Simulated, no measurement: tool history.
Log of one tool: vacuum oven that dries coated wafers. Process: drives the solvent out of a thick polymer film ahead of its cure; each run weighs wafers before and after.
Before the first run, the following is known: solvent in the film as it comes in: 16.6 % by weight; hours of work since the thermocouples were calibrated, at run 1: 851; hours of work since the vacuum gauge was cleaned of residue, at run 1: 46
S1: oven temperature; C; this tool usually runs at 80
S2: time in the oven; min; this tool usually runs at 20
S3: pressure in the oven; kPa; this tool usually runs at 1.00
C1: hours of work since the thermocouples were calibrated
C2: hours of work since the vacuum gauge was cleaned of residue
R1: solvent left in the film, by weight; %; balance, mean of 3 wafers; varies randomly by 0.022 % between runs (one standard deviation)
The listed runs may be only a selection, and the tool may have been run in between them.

{"run": 1, "hour": 0.0, "S1": 80, "S2": 20, "S3": 1.0, "C1": 851, "C2": 46, "R1": 1.53}
{"run": 2, "hour": 8.2, "S1": 80, "S2": 20, "S3": 1.0, "C1": 857, "C2": 51, "R1": 1.55}
{"run": 3, "hour": 14.4, "S1": 80, "S2": 20, "S3": 2.89, "C1": 861, "C2": 55, "R1": 2.21}
{"run": 4, "hour": 21.2, "S1": 80, "S2": 20, "S3": 2.89, "C1": 866, "C2": 60, "R1": 2.18}
{"run": 5, "hour": 27.6, "S1": 80, "S2": 20, "S3": 2.89, "C1": 870, "C2": 64, "R1": 2.27}
{"run": 6, "hour": 34.9, "S1": 80, "S2": 20, "S3": 1.0, "C1": 875, "C2": 69, "R1": 1.54}
{"run": 7, "hour": 46.9, "S1": 80, "S2": 20, "S3": 1.0, "C1": 883, "C2": 78, "R1": 1.56}
{"run": 8, "hour": 58.4, "S1": 80, "S2": 20, "S3": 1.0, "C1": 891, "C2": 85, "R1": 1.54}
{"run": 9, "hour": 66.6, "S1": 80, "S2": 20, "S3": 1.34, "C1": 897, "C2": 91, "R1": 1.66}
{"run": 10, "hour": 77.4, "S1": 80, "S2": 26, "S3": 1.0, "C1": 904, "C2": 98, "R1": 0.97}
{"run": 11, "hour": 88.7, "S1": 80, "S2": 26, "S3": 1.0, "C1": 912, "C2": 106, "R1": 0.91}
{"run": 12, "hour": 95.9, "S1": 80, "S2": 26, "S3": 1.0, "C1": 917, "C2": 111, "R1": 0.99}
{"run": 13, "hour": 103.0, "S1": 80, "S2": 26, "S3": 1.0, "C1": 921, "C2": 116, "R1": 0.96}
{"run": 14, "hour": 110.6, "S1": 80, "S2": 26, "S3": 1.0, "C1": 927, "C2": 121, "R1": 0.94}
{"run": 15, "hour": 120.1, "S1": 80, "S2": 26, "S3": 1.0, "C1": 933, "C2": 127, "R1": 0.98}
{"run": 16, "hour": 126.2, "S1": 80, "S2": 20, "S3": 1.18, "C1": 937, "C2": 132, "R1": 1.68}
{"run": 17, "hour": 135.2, "S1": 80, "S2": 20, "S3": 1.18, "C1": 943, "C2": 138, "R1": 1.63}
{"run": 18, "hour": 146.9, "S1": 80, "S2": 20, "S3": 1.76, "C1": 951, "C2": 146, "R1": 1.88}
{"run": 19, "hour": 155.7, "S1": 71, "S2": 20, "S3": 1.76, "C1": 957, "C2": 152, "R1": 4.46}
{"run": 20, "hour": 163.2, "S1": 71, "S2": 20, "S3": 1.76, "C1": 963, "C2": 157, "R1": 4.43}
{"run": 21, "hour": 171.6, "S1": 71, "S2": 20, "S3": 1.76, "C1": 968, "C2": 163, "R1": 4.44}
{"run": 22, "hour": 182.2, "S1": 71, "S2": 20, "S3": 1.76, "C1": 976, "C2": 170, "R1": 4.5}
{"run": 23, "hour": 188.2, "S1": 71, "S2": 20, "S3": 1.76, "C1": 980, "C2": 174, "R1": 4.44}

Expected results for the next run?
{"run": 24, "hour": 197.7, "S1": 83, "S2": 22, "S3": 3.95, "C1": 986, "C2": 180, "R1": "?"}

{"run 24": {"R1": 1.8}}
Without the tool's hidden state the same run would have given R1 1.54 %.

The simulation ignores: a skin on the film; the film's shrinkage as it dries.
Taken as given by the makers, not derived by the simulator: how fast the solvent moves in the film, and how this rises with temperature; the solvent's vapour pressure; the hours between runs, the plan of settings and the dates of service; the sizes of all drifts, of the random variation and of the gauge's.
